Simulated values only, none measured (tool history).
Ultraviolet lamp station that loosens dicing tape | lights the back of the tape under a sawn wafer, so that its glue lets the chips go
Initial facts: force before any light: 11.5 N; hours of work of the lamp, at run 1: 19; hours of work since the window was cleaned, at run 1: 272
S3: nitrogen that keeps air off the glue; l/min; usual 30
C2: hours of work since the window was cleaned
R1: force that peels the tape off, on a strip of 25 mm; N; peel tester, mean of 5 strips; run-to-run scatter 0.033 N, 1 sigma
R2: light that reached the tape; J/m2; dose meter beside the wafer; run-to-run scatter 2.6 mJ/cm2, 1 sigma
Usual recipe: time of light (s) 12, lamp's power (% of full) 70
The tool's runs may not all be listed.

Run 1, day 0: usual settings; hours of work of the lamp 19; C2 272. Result: R1 1.866 N, R2 3160 J/m2.
Run 2, day 0.408: usual settings; hours of work of the lamp 26; C2 279. Result: R1 1.921 N, R2 3120 J/m2.
Run 3, day 0.779: usual settings; hours of work of the lamp 32; C2 286. Result: R1 1.941 N, R2 3140 J/m2.
Run 4, day 1.383: usual settings; hours of work of the lamp 42; C2 296. Result: R1 1.933 N, R2 3120 J/m2.
At day 1.683: window cleaned of glue's vapour.
Run 5, day 1.746: usual settings; hours of work of the lamp 48; C2 1. Result: R1 1.705 N, R2 3380 J/m2.
Run 6, day 2.238: usual settings; hours of work of the lamp 57; C2 10. Result: R1 1.706 N, R2 3400 J/m2.
Run 7, day 2.512: usual settings; hours of work of the lamp 61; C2 14. Result: R1 1.759 N, R2 3330 J/m2.
Run 8, day 3.133: usual settings; hours of work of the lamp 72; C2 25. Result: R1 1.812 N, R2 3270 J/m2.
Run 9, day 3.504: usual settings; hours of work of the lamp 78; C2 31. Result: R1 1.779 N, R2 3290 J/m2.
Run 10, day 3.988: usual settings; hours of work of the lamp 86; C2 39. Result: R1 1.847 N, R2 3340 J/m2.
Run 11, day 4.483: usual settings; hours of work of the lamp 95; C2 48. Result: R1 1.823 N, R2 3260 J/m2.
Run 12, day 4.929: usual settings; hours of work of the lamp 103; C2 56. Result: R1 1.812 N, R2 3210 J/m2.
Run 13, day 5.5: usual settings but S3 18 l/min; hours of work of the lamp 112; C2 65. Result: R1 2.285 N, R2 3260 J/m2.
Run 14, day 5.8: usual settings but S3 18 l/min; hours of work of the lamp 118; C2 71. Result: R1 2.368 N, R2 3210 J/m2.
Run 15, day 6.329: usual settings but S3 18 l/min; hours of work of the lamp 127; C2 80. Result: R1 2.458 N, R2 3180 J/m2.
Run 16, day 6.821: usual settings but S3 18 l/min; hours of work of the lamp 135; C2 88. Result: R1 2.412 N, R2 3200 J/m2.
Run 17, day 7.208: usual settings but lamp's power (% of full) 65; hours of work of the lamp 142; C2 95. Result: R1 2.123 N, R2 2940 J/m2.
Run 18, day 7.488: usual settings but lamp's power (% of full) 65; hours of work of the lamp 147; C2 100. Result: R1 2.223 N, R2 2980 J/m2.
Run 19, day 7.862: usual settings but lamp's power (% of full) 65; hours of work of the lamp 153; C2 106. Result: R1 2.169 N, R2 2950 J/m2.
Run 20, day 8.15: usual settings but lamp's power (% of full) 65; hours of work of the lamp 158; C2 111. Result: R1 2.139 N, R2 2950 J/m2.
Run 21, day 8.508: usual settings but time of light (s) 7; hours of work of the lamp 164; C2 117. Result: R1 4.032 N, R2 1860 J/m2.
Run 22, day 9.008: usual settings; hours of work of the lamp 173; C2 126. Result: R1 2.04 N, R2 3140 J/m2.
Run 23, day 9.562: usual settings but time of light (s) 7, lamp's power (% of full) 83, S3 28 l/min; hours of work of the lamp 182; C2 135. Result: R1 3.345 N, R2 2170 J/m2.
Run 24, day 10.2: usual settings but time of light (s) 7, lamp's power (% of full) 83, S3 28 l/min; hours of work of the lamp 193; C2 146. Result: R1 3.363 N, R2 2100 J/m2.
Run 25, day 10.588: usual settings but time of light (s) 8, S3 48 l/min; hours of work of the lamp 200; C2 153. Result: R1 3.146 N, R2 2070 J/m2.
Run 26, day 11.079: usual settings but time of light (s) 15, lamp's power (% of full) 76, S3 21 l/min; hours of work of the lamp 208; C2 161. Result: R1 1.461 N, R2 4150 J/m2.
Run 27, day 11.554: usual settings but time of light (s) 15, lamp's power (% of full) 76, S3 21 l/min; hours of work of the lamp 216; C2 169. Result: R1 1.441 N, R2 4120 J/m2.
Run 28, day 12.062: usual settings but time of light (s) 9, lamp's power (% of full) 89, S3 24 l/min; hours of work of the lamp 225; C2 178. Result: R1 2.467 N, R2 2900 J/m2.
Run 29, day 12.6: usual settings but time of light (s) 10, lamp's power (% of full) 66, S3 28 l/min; hours of work of the lamp 234; C2 187. Result: R1 2.984 N, R2 2370 J/m2.
Run 30, day 12.971: usual settings but time of light (s) 14, S3 9 l/min; hours of work of the lamp 241; C2 194. Result: R1 2.943 N, R2 3490 J/m2.
Run 31, day 13.596: usual settings but time of light (s) 19, S3 9 l/min; hours of work of the lamp 251; C2 204. Result: R1 1.912 N, R2 4790 J/m2.
Run 32, day 14.067: usual settings; hours of work of the lamp 259; C2 212. Result: R1 2.149 N, R2 2970 J/m2.
Run 33, day 14.454: usual settings but time of light (s) 10, lamp's power (% of full) 79; hours of work of the lamp 266; C2 219. Result: R1 2.317 N, R2 2780 J/m2.
Run 34, day 15.075: usual settings but time of light (s) 10, lamp's power (% of full) 62, S3 25 l/min; hours of work of the lamp 277; C2 230. Result: R1 3.607 N, R2 2160 J/m2.
Run 35, day 15.462: usual settings but time of light (s) 10, lamp's power (% of full) 62, S3 25 l/min; hours of work of the lamp 283; C2 236. Result: R1 3.577 N, R2 2130 J/m2.
Run 36, day 15.762: usual settings but time of light (s) 10, lamp's power (% of full) 62, S3 18 l/min; hours of work of the lamp 288; C2 241. Result: R1 3.89 N, R2 2160 J/m2.
Run 37, day 16.412: usual settings but time of light (s) 10, lamp's power (% of full) 62, S3 18 l/min; hours of work of the lamp 300; C2 253. Result: R1 4.071 N, R2 2120 J/m2.
Run 38, day 16.988: usual settings but lamp's power (% of full) 61, S3 21 l/min; hours of work of the lamp 309; C2 262. Result: R1 3.203 N, R2 2520 J/m2.
Run 39, day 17.496: usual settings but time of light (s) 14, lamp's power (% of full) 78; hours of work of the lamp 318; C2 271. Result: R1 1.419 N, R2 3710 J/m2.
Run 40, day 17.942: usual settings but time of light (s) 9, lamp's power (% of full) 78, S3 9 l/min; hours of work of the lamp 326; C2 279. Result: R1 4.456 N, R2 2370 J/m2.
Run 41, day 18.579: usual settings but lamp's power (% of full) 71, S3 53 l/min; hours of work of the lamp 337; C2 290. Result: R1 1.848 N, R2 2890 J/m2.
Run 42, day 18.917: usual settings but lamp's power (% of full) 71, S3 53 l/min; hours of work of the lamp 342; C2 295. Result: R1 1.801 N, R2 2810 J/m2.
At day 19.208: window cleaned of glue's vapour.
Run 43, day 19.483: usual settings but time of light (s) 8, lamp's power (% of full) 73; hours of work of the lamp 352; C2 5. Result: R1 3.327 N, R2 2130 J/m2.

Each row is a separate what-if for the run after 43, all from the same tool condition, not one after another. Results?
Run A, day 19.746: usual settings but time of light (s) 19; hours of work of the lamp 356; C2 9. Result: R1 ?, R2 ?.
Run B, day 19.746: usual settings but time of light (s) 21, lamp's power (% of full) 99, S3 20 l/min; hours of work of the lamp 356; C2 9. Result: R1 ?, R2 ?.
Run C, day 19.746: usual settings but time of light (s) 8, lamp's power (% of full) 88, S3 54 l/min; hours of work of the lamp 356; C2 9. Result: R1 ?, R2 ?.

run     R1    R2
  A  0.837  4890
  B  0.444  7640
  C  2.215  2590
Take away the tool's hidden state, keep each run's random variation, and the runs would have read:
run     R1    R2
  A  0.643  5550
  B  0.358  8660
  C  1.796  2930

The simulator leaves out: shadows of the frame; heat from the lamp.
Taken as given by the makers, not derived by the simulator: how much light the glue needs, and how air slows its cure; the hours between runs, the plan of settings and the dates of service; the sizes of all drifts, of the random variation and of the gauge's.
